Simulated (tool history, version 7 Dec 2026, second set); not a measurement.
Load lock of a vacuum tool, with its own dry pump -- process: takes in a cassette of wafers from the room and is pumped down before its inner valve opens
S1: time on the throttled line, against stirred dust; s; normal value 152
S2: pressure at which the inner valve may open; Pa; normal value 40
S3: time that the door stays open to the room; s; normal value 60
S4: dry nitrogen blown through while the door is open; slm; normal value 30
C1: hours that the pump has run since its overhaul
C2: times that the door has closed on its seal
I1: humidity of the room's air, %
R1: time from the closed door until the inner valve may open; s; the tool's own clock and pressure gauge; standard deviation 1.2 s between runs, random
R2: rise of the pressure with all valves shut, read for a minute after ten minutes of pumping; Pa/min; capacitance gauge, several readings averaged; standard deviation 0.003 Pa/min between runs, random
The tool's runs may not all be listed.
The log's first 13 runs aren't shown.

{"run": 14, "hour": 874.1, "S1": 152, "S2": 40, "S3": 60, "S4": 6, "C1": 5703, "C2": 10646, "I1": 44.8, "R1": 199.2, "R2": 0.089}
{"run": 15, "hour": 966.9, "S1": 152, "S2": 40, "S3": 60, "S4": 6, "C1": 5796, "C2": 10861, "I1": 46.3, "R1": 199.4, "R2": 0.092}
{"run": 16, "hour": 1024.0, "S1": 152, "S2": 40, "S3": 60, "S4": 6, "C1": 5853, "C2": 10994, "I1": 44.6, "R1": 201.9, "R2": 0.091}
{"run": 17, "hour": 1077.4, "S1": 152, "S2": 40, "S3": 60, "S4": 6, "C1": 5906, "C2": 11117, "I1": 44.5, "R1": 201.5, "R2": 0.09}
{"run": 18, "hour": 1124.6, "S1": 152, "S2": 40, "S3": 60, "S4": 6, "C1": 5954, "C2": 11227, "I1": 45.1, "R1": 202.2, "R2": 0.093}
{"run": 19, "hour": 1205.8, "S1": 87, "S2": 40, "S3": 60, "S4": 6, "C1": 6035, "C2": 11416, "I1": 45.6, "R1": 142.7, "R2": 0.092}
{"run": 20, "hour": 1254.4, "S1": 87, "S2": 40, "S3": 60, "S4": 6, "C1": 6083, "C2": 11528, "I1": 43.4, "R1": 143.7, "R2": 0.09}
{"run": 21, "hour": 1296.9, "S1": 87, "S2": 40, "S3": 60, "S4": 6, "C1": 6126, "C2": 11627, "I1": 45.9, "R1": 145.9, "R2": 0.101}
{"run": 22, "hour": 1372.4, "S1": 87, "S2": 40, "S3": 60, "S4": 43, "C1": 6202, "C2": 11802, "I1": 45.9, "R1": 143.4, "R2": 0.068}
{"run": 23, "hour": 1428.4, "S1": 214, "S2": 70, "S3": 60, "S4": 9, "C1": 6257, "C2": 11932, "I1": 44.6, "R1": 254.5, "R2": 0.096}
{"run": 24, "hour": 1470.0, "S1": 117, "S2": 40, "S3": 60, "S4": 10, "C1": 6299, "C2": 12029, "I1": 45.3, "R1": 170.8, "R2": 0.096}
{"run": 25, "hour": 1507.7, "S1": 152, "S2": 72, "S3": 60, "S4": 26, "C1": 6337, "C2": 12116, "I1": 44.8, "R1": 197.1, "R2": 0.079}
{"run": 26, "hour": 1564.4, "S1": 120, "S2": 52, "S3": 32, "S4": 26, "C1": 6394, "C2": 12248, "I1": 41.2, "R1": 170.5, "R2": 0.069}
{"run": 27, "hour": 1638.4, "S1": 152, "S2": 40, "S3": 60, "S4": 30, "C1": 6467, "C2": 12420, "I1": 47.5, "R1": 205.0, "R2": 0.084}
{"run": 28, "hour": 1712.9, "S1": 152, "S2": 40, "S3": 37, "S4": 16, "C1": 6542, "C2": 12593, "I1": 46.4, "R1": 203.6, "R2": 0.073}
{"run": 29, "hour": 1793.4, "S1": 152, "S2": 40, "S3": 37, "S4": 16, "C1": 6623, "C2": 12780, "I1": 45.3, "R1": 203.9, "R2": 0.079}
{"run": 30, "hour": 1860.2, "S1": 152, "S2": 40, "S3": 37, "S4": 16, "C1": 6689, "C2": 12935, "I1": 46.0, "R1": 203.3, "R2": 0.074}
{"run": 31, "hour": 1906.3, "S1": 152, "S2": 49, "S3": 60, "S4": 19, "C1": 6735, "C2": 13042, "I1": 48.7, "R1": 201.0, "R2": 0.09}
{"run": 32, "hour": 1951.0, "S1": 207, "S2": 45, "S3": 89, "S4": 34, "C1": 6780, "C2": 13145, "I1": 44.9, "R1": 252.4, "R2": 0.091}
{"run": 33, "hour": 2036.0, "S1": 207, "S2": 45, "S3": 89, "S4": 34, "C1": 6865, "C2": 13343, "I1": 47.8, "R1": 250.0, "R2": 0.089}
{"run": 34, "hour": 2098.3, "S1": 148, "S2": 40, "S3": 57, "S4": 30, "C1": 6927, "C2": 13487, "I1": 43.1, "R1": 201.9, "R2": 0.083}
{"run": 35, "hour": 2166.4, "S1": 291, "S2": 40, "S3": 57, "S4": 30, "C1": 6995, "C2": 13645, "I1": 42.0, "R1": 324.3, "R2": 0.078}
{"run": 36, "hour": 2241.9, "S1": 291, "S2": 40, "S3": 57, "S4": 30, "C1": 7071, "C2": 13821, "I1": 48.9, "R1": 325.9, "R2": 0.088}
{"run": 37, "hour": 2325.0, "S1": 114, "S2": 33, "S3": 117, "S4": 5, "C1": 7154, "C2": 14014, "I1": 41.8, "R1": 171.0, "R2": 0.141}

Forecast each of these 4 alternatives for the next run:
{"run": "A", "hour": 2372.3, "S1": 199, "S2": 40, "S3": 60, "S4": 11, "C1": 7201, "C2": 14123, "I1": 44.8, "R1": "?", "R2": "?"}
{"run": "B", "hour": 2372.3, "S1": 86, "S2": 79, "S3": 226, "S4": 30, "C1": 7201, "C2": 14123, "I1": 45.4, "R1": "?", "R2": "?"}
{"run": "C", "hour": 2372.3, "S1": 114, "S2": 33, "S3": 183, "S4": 5, "C1": 7201, "C2": 14123, "I1": 44.2, "R1": "?", "R2": "?"}
{"run": "D", "hour": 2372.3, "S1": 96, "S2": 31, "S3": 60, "S4": 19, "C1": 7201, "C2": 14123, "I1": 44.9, "R1": "?", "R2": "?"}

run=A R1=243.6 R2=0.104
run=B R1=137.1 R2=0.147
run=C R1=170.7 R2=0.187
run=D R1=154.3 R2=0.095
Had the tool no hidden state, the same runs would have come out as:
run=A R1=235.8 R2=0.051
run=B R1=128.2 R2=0.094
run=C R1=161.0 R2=0.133
run=D R1=144.2 R2=0.043

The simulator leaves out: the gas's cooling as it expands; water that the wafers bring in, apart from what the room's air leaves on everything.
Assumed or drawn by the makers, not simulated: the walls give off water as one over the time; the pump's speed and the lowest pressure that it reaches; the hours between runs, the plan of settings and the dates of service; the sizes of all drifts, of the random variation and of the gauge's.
